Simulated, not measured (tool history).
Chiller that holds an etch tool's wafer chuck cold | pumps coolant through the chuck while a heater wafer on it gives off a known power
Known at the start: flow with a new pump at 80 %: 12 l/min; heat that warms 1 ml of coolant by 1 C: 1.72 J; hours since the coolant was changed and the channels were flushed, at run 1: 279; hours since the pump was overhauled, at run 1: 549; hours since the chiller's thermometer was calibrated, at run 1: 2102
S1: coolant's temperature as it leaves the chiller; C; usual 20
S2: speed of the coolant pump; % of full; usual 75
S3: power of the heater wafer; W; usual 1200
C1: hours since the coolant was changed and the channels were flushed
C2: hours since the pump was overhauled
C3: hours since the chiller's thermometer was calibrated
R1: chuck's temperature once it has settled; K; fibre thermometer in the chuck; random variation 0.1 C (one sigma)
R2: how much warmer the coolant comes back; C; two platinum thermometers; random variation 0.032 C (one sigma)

run 1 hour=0.0 | S1=20 S2=75 S3=1200 | C1=279 C2=549 C3=2102 | R1=306.45 R2=3.70
run 2 hour=54.8 | S1=20 S2=75 S3=1200 | C1=333 C2=604 C3=2157 | R1=306.35 R2=3.80
run 3 hour=121.8 | S1=20 S2=75 S3=1200 | C1=400 C2=671 C3=2224 | R1=306.45 R2=3.78
run 4 hour=188.0 | S1=22 S2=75 S3=1200 | C1=467 C2=737 C3=2290 | R1=308.45 R2=3.75
run 5 hour=253.6 | S1=22 S2=75 S3=1200 | C1=532 C2=803 C3=2356 | R1=308.35 R2=3.72
run 6 hour=300.8 | S1=22 S2=75 S3=1200 | C1=579 C2=850 C3=2403 | R1=308.45 R2=3.79
run 7 hour=356.5 | S1=22 S2=75 S3=1200 | C1=635 C2=906 C3=2459 | R1=308.55 R2=3.73
run 8 hour=419.4 | S1=22 S2=75 S3=1200 | C1=698 C2=969 C3=2522 | R1=308.45 R2=3.77
run 9 hour=462.7 | S1=22 S2=75 S3=1200 | C1=741 C2=1012 C3=2565 | R1=308.45 R2=3.79
run 10 hour=505.2 | S1=27 S2=75 S3=1200 | C1=784 C2=1055 C3=2607 | R1=313.65 R2=3.76
run 11 hour=557.6 | S1=20 S2=75 S3=1200 | C1=836 C2=1107 C3=2660 | R1=306.65 R2=3.83
run 12 hour=597.8 | S1=14 S2=71 S3=1200 | C1=876 C2=1147 C3=2700 | R1=300.95 R2=3.94
run 13 hour=636.4 | S1=18 S2=65 S3=1177 | C1=915 C2=1186 C3=2739 | R1=305.45 R2=4.23
run 14 hour=670.6 | S1=18 S2=65 S3=648 | C1=949 C2=1220 C3=2773 | R1=299.05 R2=2.35
run 15 hour=700.6 | S1=20 S2=92 S3=1088 | C1=979 C2=1250 C3=2803 | R1=303.95 R2=2.77
run 16 hour=751.9 | S1=20 S2=92 S3=1088 | C1=1030 C2=1301 C3=2854 | R1=303.95 R2=2.84
run 17 hour=795.8 | S1=20 S2=97 S3=1449 | C1=1074 C2=1345 C3=2898 | R1=307.15 R2=3.55
run 18 hour=824.4 | S1=26 S2=76 S3=1706 | C1=1103 C2=1374 C3=2927 | R1=318.05 R2=5.27
run 19 hour=861.2 | S1=26 S2=63 S3=1706 | C1=1140 C2=1410 C3=2963 | R1=320.55 R2=6.30
run 20 hour=899.9 | S1=26 S2=64 S3=1698 | C1=1178 C2=1449 C3=3002 | R1=320.15 R2=6.18
run 21 hour=935.7 | S1=14 S2=64 S3=1200 | C1=1214 C2=1485 C3=3038 | R1=301.95 R2=4.39

Forecast each of these 4 alternatives for the next run:
run A hour=979.6 | S1=16 S2=87 S3=931 | C1=1258 C2=1529 C3=3082 | R1=? R2=?
run B hour=979.6 | S1=14 S2=70 S3=1230 | C1=1258 C2=1529 C3=3082 | R1=? R2=?
run C hour=979.6 | S1=17 S2=70 S3=1356 | C1=1258 C2=1529 C3=3082 | R1=? R2=?
run D hour=979.6 | S1=17 S2=95 S3=1111 | C1=1258 C2=1529 C3=3082 | R1=? R2=?

run=A R1=298.75 R2=2.54
run=B R1=301.85 R2=4.13
run=C R1=306.25 R2=4.59
run=D R1=301.25 R2=2.79
Without the tool's hidden state the same runs would have given:
run=A R1=298.15 R2=2.49
run=B R1=301.05 R2=4.05
run=C R1=305.45 R2=4.49
run=D R1=300.55 R2=2.73
